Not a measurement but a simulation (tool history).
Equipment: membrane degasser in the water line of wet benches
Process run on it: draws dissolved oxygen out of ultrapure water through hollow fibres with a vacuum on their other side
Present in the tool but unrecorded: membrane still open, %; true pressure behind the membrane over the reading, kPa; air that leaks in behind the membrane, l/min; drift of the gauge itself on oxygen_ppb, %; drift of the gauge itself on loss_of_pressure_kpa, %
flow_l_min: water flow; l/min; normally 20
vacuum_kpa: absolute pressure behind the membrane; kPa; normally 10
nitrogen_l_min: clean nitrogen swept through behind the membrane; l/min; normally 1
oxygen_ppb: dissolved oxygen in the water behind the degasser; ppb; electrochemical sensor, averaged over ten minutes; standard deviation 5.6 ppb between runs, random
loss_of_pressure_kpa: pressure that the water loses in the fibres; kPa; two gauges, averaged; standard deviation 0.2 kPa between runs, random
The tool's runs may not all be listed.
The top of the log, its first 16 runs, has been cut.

| run | hour | flow_l_min | vacuum_kpa | nitrogen_l_min | hours since the membrane was changed | hours since the vacuum gauge was calibrated | hours since the vacuum lines were made tight | oxygen_ppb | loss_of_pressure_kpa |
|---|---|---|---|---|---|---|---|---|---|
| 17 | 1661.6 | 20 | 21 | 1 | 1923 | 2865 | 482 | 973.8 | 45.48 |
| 18 | 1797.4 | 19 | 10.8 | 0.58 | 2059 | 3001 | 618 | 723.3 | 42.79 |
| 19 | 1921.3 | 19 | 10.8 | 0.58 | 2183 | 3125 | 742 | 730.3 | 43.42 |
| 20 | 1991.7 | 27 | 8.1 | 1.07 | 2253 | 3195 | 812 | 749.7 | 61.18 |
| 21 | 2054.3 | 27 | 8.1 | 1.07 | 2316 | 3258 | 874 | 743.3 | 61.13 |
| 22 | 2186.1 | 23 | 20.5 | 1 | 2448 | 3390 | 1006 | 1109.2 | 52.29 |
| 23 | 2277.3 | 23 | 20.5 | 1 | 2539 | 3481 | 1097 | 1096.5 | 52.3 |
| 24 | 2395.1 | 22 | 20.5 | 2.15 | 2657 | 3599 | 1215 | 716.1 | 49.66 |
| 25 | 2526.2 | 13 | 16.7 | 1.64 | 2788 | 3730 | 1346 | 349.5 | 29.17 |
| 26 | 2616.5 | 13 | 7.1 | 0.79 | 2878 | 3820 | 1437 | 244.4 | 29.06 |
| 27 | 2729.9 | 13 | 7.1 | 0.79 | 2991 | 3934 | 1550 | 247 | 29.39 |
|  | 2752.6 | gauge calibrated |
| 28 | 2795.1 | 13 | 7.1 | 0.79 | 3057 | 3999 | 1615 | 244.5 | 29.88 |
| 29 | 2881.8 | 23 | 6.9 | 1.37 | 3143 | 4085 | 1702 | 512 | 53.01 |
| 30 | 2940.6 | 23 | 6.9 | 1.37 | 3202 | 4144 | 1761 | 511.7 | 52.96 |
| 31 | 3014.3 | 20 | 6.8 | 0.87 | 3276 | 4218 | 1835 | 465.6 | 45.97 |

5 options for the next run, each taken on its own from the tool as it stands now. Forecast them:
| A | 3081.9 | 28 | 22.7 | 1.09 | 3344 | 4286 | 1902 | ? | ? |
| B | 3081.9 | 15 | 6.8 | 0.82 | 3344 | 4286 | 1902 | ? | ? |
| C | 3081.9 | 17 | 7.5 | 0.59 | 3344 | 4286 | 1902 | ? | ? |
| D | 3081.9 | 23 | 11.2 | 0.83 | 3344 | 4286 | 1902 | ? | ? |
| E | 3081.9 | 21 | 10 | 1 | 3344 | 4286 | 1902 | ? | ? |

| run | oxygen_ppb | loss_of_pressure_kpa |
|---|---|---|
| A | 1407.1 | 64.32 |
| B | 290.3 | 34.73 |
| C | 445 | 39 |
| D | 793.1 | 52.58 |
| E | 593.7 | 48.54 |
Take away the tool's hidden state, keep each run's random variation, and the runs would have read:
| run | oxygen_ppb | loss_of_pressure_kpa |
|---|---|---|
| A | 1405.8 | 64.48 |
| B | 289.6 | 34.82 |
| C | 444.1 | 39.11 |
| D | 791.9 | 52.71 |
| E | 592.7 | 48.67 |

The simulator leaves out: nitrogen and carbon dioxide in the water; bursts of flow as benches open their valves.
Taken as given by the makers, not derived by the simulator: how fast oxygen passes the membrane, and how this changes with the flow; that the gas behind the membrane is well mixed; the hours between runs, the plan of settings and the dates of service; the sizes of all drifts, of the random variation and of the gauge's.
